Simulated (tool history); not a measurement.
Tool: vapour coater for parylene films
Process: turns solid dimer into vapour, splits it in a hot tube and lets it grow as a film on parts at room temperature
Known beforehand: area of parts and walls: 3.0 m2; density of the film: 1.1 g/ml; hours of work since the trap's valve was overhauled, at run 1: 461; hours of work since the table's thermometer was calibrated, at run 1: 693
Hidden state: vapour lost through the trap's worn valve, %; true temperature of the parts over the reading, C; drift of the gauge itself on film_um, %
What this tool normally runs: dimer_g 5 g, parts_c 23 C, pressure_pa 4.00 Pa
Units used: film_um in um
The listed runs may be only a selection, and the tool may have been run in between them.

run     day  dimer_g  parts_c  pressure_pa  hours of work since the trap's valve was overhauled  hours of work since the table's thermometer was calibrated  film_um
  1   0.000        5       23         4.00                                                  461                                                         693    0.787
  2   0.729        5       34         4.00                                                  472                                                         704    0.623
  3   2.167        5       17         4.00                                                  493                                                         725    0.860
  4   3.375        5       17         4.00                                                  511                                                         743    0.861
  5   4.475        5       17         4.00                                                  527                                                         759    0.849
  6   6.062        5       23         3.60                                                  551                                                         783    0.769
  7   7.079        5       23         3.60                                                  566                                                         798    0.779
  8   7.921        5       23         3.60                                                  578                                                         810    0.768
  9   8.904        5       17         4.00                                                  593                                                         825    0.854
 10  10.358        5       17         4.00                                                  615                                                         846    0.832
 11  11.208        5       17         4.00                                                  627                                                         859    0.856
 12  12.817        5       17         4.00                                                  651                                                         883    0.848
     13.788  -- trap's valve overhauled
 13  14.562        5       23         4.00                                                   11                                                         906    0.796
 14  15.400        5       17         4.00                                                   24                                                         919    0.894
 15  16.758        5       17         4.00                                                   44                                                         939    0.893
 16  18.083        5       20         4.00                                                   64                                                         959    0.838
 17  19.579        5       20         4.00                                                   86                                                         981    0.840
 18  20.762        5       20         4.00                                                  103                                                         998    0.844
 19  21.804        5       20         4.00                                                  119                                                        1014    0.832
 20  23.162        5       20         3.81                                                  139                                                        1034    0.859
 21  23.900        5       20         3.81                                                  150                                                        1045    0.839
 22  25.242        5       28         4.00                                                  170                                                        1065    0.715
 23  25.942        7       23         4.00                                                  180                                                        1075    1.096
 24  27.304        7       23         4.00                                                  201                                                        1095    1.097
     27.475  -- table's thermometer calibrated
 25  28.983        5       23         3.32                                                  225                                                          22    0.799
 26  30.158        5       31         5.79                                                  242                                                          40    0.644
 27  31.350        5       31         5.79                                                  260                                                          58    0.648
 28  32.050        5       25         5.12                                                  270                                                          68    0.724
 29  33.138        3       23         6.89                                                  286                                                          84    0.429
     33.279  -- table's thermometer calibrated, once more
 30  34.067        7       17         5.48                                                  300                                                          12    1.199
 31  35.450        6       27         4.24                                                  320                                                          32    0.867
 32  36.833        4       30         4.74                                                  341                                                          53    0.538
 33  38.067        2       27         7.39                                                  359                                                          71    0.282
 34  38.917        4       22         7.74                                                  371                                                          84    0.585
 35  40.133        4       24         3.51                                                  390                                                         102    0.617
 36  41.300        3       22         2.39                                                  407                                                         119    0.514
 37  42.404        4       27         2.41                                                  423                                                         135    0.611
 38  43.154        4       27         4.11                                                  434                                                         147    0.561
 39  44.288        5       34         5.60                                                  451                                                         163    0.618
 40  45.425        5       18         5.60                                                  468                                                         180    0.821
 41  46.796        5       29         3.60                                                  488                                                         201    0.711
 42  47.550        3       17         6.74                                                  500                                                         212    0.485
 43  48.571        3       23         4.00                                                  515                                                         227    0.452
 44  49.500        6       23         4.00                                                  528                                                         241    0.933
 45  50.317        6       23         3.65                                                  541                                                         253    0.925
 46  51.796        6       23         3.65                                                  563                                                         275    0.920
 47  52.742        6       18         4.67                                                  577                                                         289    0.990
 48  54.133        9       16         2.70                                                  597                                                         309    1.615

Some steps in film_um between neighbouring runs. How much of each would the tool show without its hidden state too (settings, what came in, random variation), and how much is left for the hidden state, with any gauge scatter that isn't in both results?
Run 12 -> 13: parts_c 17 -> 23, trap's valve overhauled. film_um -0.052 um: hidden state +0.050, all else -0.102.
Run 29 -> 30: dimer_g 3 -> 7, parts_c 23 -> 17, pressure_pa 6.89 -> 5.48, table's thermometer calibrated, once more. film_um +0.770 um: hidden state -0.016, all else +0.786.
Run 43 -> 44: dimer_g 3 -> 6. film_um +0.481 um: hidden state -0.028, all else +0.509.
Run 47 -> 48: dimer_g 6 -> 9, parts_c 18 -> 16, pressure_pa 4.67 -> 2.70. film_um +0.625 um: hidden state -0.045, all else +0.670.
